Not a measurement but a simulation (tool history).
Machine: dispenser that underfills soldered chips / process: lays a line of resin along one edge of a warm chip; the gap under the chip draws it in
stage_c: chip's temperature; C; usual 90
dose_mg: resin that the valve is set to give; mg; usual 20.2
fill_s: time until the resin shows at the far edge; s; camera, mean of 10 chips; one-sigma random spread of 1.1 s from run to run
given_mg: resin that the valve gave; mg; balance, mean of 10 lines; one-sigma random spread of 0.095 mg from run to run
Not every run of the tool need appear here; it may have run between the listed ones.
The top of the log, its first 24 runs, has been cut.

Run 25, hour 153.7: usual settings but stage_c 102 C, dose_mg 22.1 mg. Result: fill_s 110.7 s, given_mg 21.74 mg.
At hour 155.4: new syringe of resin.
Run 26, hour 159.2: usual settings but stage_c 102 C, dose_mg 22.1 mg. Result: fill_s 78.3 s, given_mg 21.54 mg.
Run 27, hour 163.1: usual settings but stage_c 76 C, dose_mg 23.1 mg. Result: fill_s 295.6 s, given_mg 22.65 mg.
At hour 166.5: new syringe of resin.
Run 28, hour 167.3: usual settings but stage_c 77 C, dose_mg 18.9 mg. Result: fill_s 189.1 s, given_mg 18.47 mg.
Run 29, hour 174.6: usual settings but stage_c 86 C, dose_mg 24.7 mg. Result: fill_s 194.5 s, given_mg 23.93 mg.
At hour 177: new syringe of resin.
Run 30, hour 179.1: usual settings but stage_c 98 C, dose_mg 24.7 mg. Result: fill_s 82.7 s, given_mg 23.93 mg.
Run 31, hour 183.9: usual settings but stage_c 98 C, dose_mg 24.7 mg. Result: fill_s 110 s, given_mg 23.6 mg.
At hour 188: new syringe of resin.
Run 32, hour 188.6: usual settings but dose_mg 20.5 mg. Result: fill_s 106.3 s, given_mg 19.63 mg.
Run 33, hour 192.9: usual settings but stage_c 103 C, dose_mg 17.5 mg. Result: fill_s 83.6 s, given_mg 16.76 mg.
At hour 198.7: new syringe of resin.
Run 34, hour 201.3: usual settings but stage_c 103 C, dose_mg 17.5 mg. Result: fill_s 69.6 s, given_mg 16.68 mg.
Run 35, hour 208.5: usual settings but stage_c 96 C, dose_mg 20.4 mg. Result: fill_s 142.8 s, given_mg 19.27 mg.
At hour 209.4: new syringe of resin.
Run 36, hour 213.3: usual settings but stage_c 89 C, dose_mg 25.4 mg. Result: fill_s 130.6 s, given_mg 24.09 mg.

Consider 3 possible next runs. They are alternatives, not a sequence: every one starts from the tool as it was left by run 36. What does each give?
At hour 219.8: new syringe of resin.
Run A, hour 220.6: usual settings but stage_c 104 C, dose_mg 20.1 mg. Result: fill_s ?, given_mg ?.
At hour 219.8: new syringe of resin.
Run B, hour 220.6: usual settings but stage_c 99 C, dose_mg 19.2 mg. Result: fill_s ?, given_mg ?.
At hour 219.8: new syringe of resin.
Run C, hour 220.6: usual settings but stage_c 97 C, dose_mg 19.4 mg. Result: fill_s ?, given_mg ?.

run  fill_s  given_mg
  A    60.3     18.61
  B    73.2     18.02
  C    80.6     18.15
Take away the tool's hidden state, keep each run's random variation, and the runs would have read:
run  fill_s  given_mg
  A      61     19.85
  B      74     19.22
  C    81.6     19.36
